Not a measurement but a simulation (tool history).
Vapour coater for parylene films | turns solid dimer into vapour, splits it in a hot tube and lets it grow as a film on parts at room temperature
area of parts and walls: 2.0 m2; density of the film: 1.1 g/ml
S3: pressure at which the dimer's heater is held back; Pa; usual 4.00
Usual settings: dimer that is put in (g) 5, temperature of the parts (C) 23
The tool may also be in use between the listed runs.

run 1 day=0.000 | dimer_that_is_put_in_(g)=5 temperature_of_the_parts_(C)=23 S3=4.00 | thickness_of_the_film_(um)=1.21
run 2 day=1.104 | dimer_that_is_put_in_(g)=5 temperature_of_the_parts_(C)=23 S3=4.00 | thickness_of_the_film_(um)=1.17
run 3 day=2.542 | dimer_that_is_put_in_(g)=5 temperature_of_the_parts_(C)=23 S3=4.00 | thickness_of_the_film_(um)=1.23
run 4 day=3.671 | dimer_that_is_put_in_(g)=5 temperature_of_the_parts_(C)=25 S3=4.00 | thickness_of_the_film_(um)=1.14
run 5 day=5.233 | dimer_that_is_put_in_(g)=5 temperature_of_the_parts_(C)=23 S3=4.00 | thickness_of_the_film_(um)=1.20
run 6 day=7.250 | dimer_that_is_put_in_(g)=5 temperature_of_the_parts_(C)=23 S3=4.00 | thickness_of_the_film_(um)=1.19
run 7 day=9.183 | dimer_that_is_put_in_(g)=5 temperature_of_the_parts_(C)=16 S3=4.00 | thickness_of_the_film_(um)=1.46
run 8 day=10.258 | dimer_that_is_put_in_(g)=5 temperature_of_the_parts_(C)=16 S3=4.00 | thickness_of_the_film_(um)=1.48
run 9 day=11.588 | dimer_that_is_put_in_(g)=3 temperature_of_the_parts_(C)=29 S3=4.00 | thickness_of_the_film_(um)=0.56
run 10 day=13.658 | dimer_that_is_put_in_(g)=4 temperature_of_the_parts_(C)=28 S3=4.00 | thickness_of_the_film_(um)=0.83
run 11 day=14.888 | dimer_that_is_put_in_(g)=2 temperature_of_the_parts_(C)=18 S3=8.00 | thickness_of_the_film_(um)=0.50
run 12 day=15.796 | dimer_that_is_put_in_(g)=2 temperature_of_the_parts_(C)=18 S3=8.00 | thickness_of_the_film_(um)=0.52
run 13 day=17.988 | dimer_that_is_put_in_(g)=2 temperature_of_the_parts_(C)=18 S3=8.00 | thickness_of_the_film_(um)=0.48
run 14 day=19.912 | dimer_that_is_put_in_(g)=3 temperature_of_the_parts_(C)=26 S3=2.82 | thickness_of_the_film_(um)=0.72
run 15 day=20.867 | dimer_that_is_put_in_(g)=3 temperature_of_the_parts_(C)=26 S3=2.82 | thickness_of_the_film_(um)=0.72
run 16 day=22.683 | dimer_that_is_put_in_(g)=3 temperature_of_the_parts_(C)=29 S3=9.30 | thickness_of_the_film_(um)=0.51

Taken out of this log: 3 entries between the listed runs. Where each belongs, and how the hidden state differs across it:
Between runs 9 and 10: table's thermometer calibrated (day 11.808); trap's valve overhauled (day 12.346)
  vapour lost through the trap's worn valve, %: 6.5 -> 0.3; true temperature of the parts over the reading, C: 0.23 -> 0.36
  measured less the result without the state, thickness of the film (um): -0.04 -> -0.01
Between runs 14 and 15: table's thermometer calibrated, once more (day 20.533)
  vapour lost through the trap's worn valve, %: 1.3 -> 1.4; true temperature of the parts over the reading, C: 0.43 -> 0.17
  measured less the result without the state, thickness of the film (um): -0.02 -> -0.02
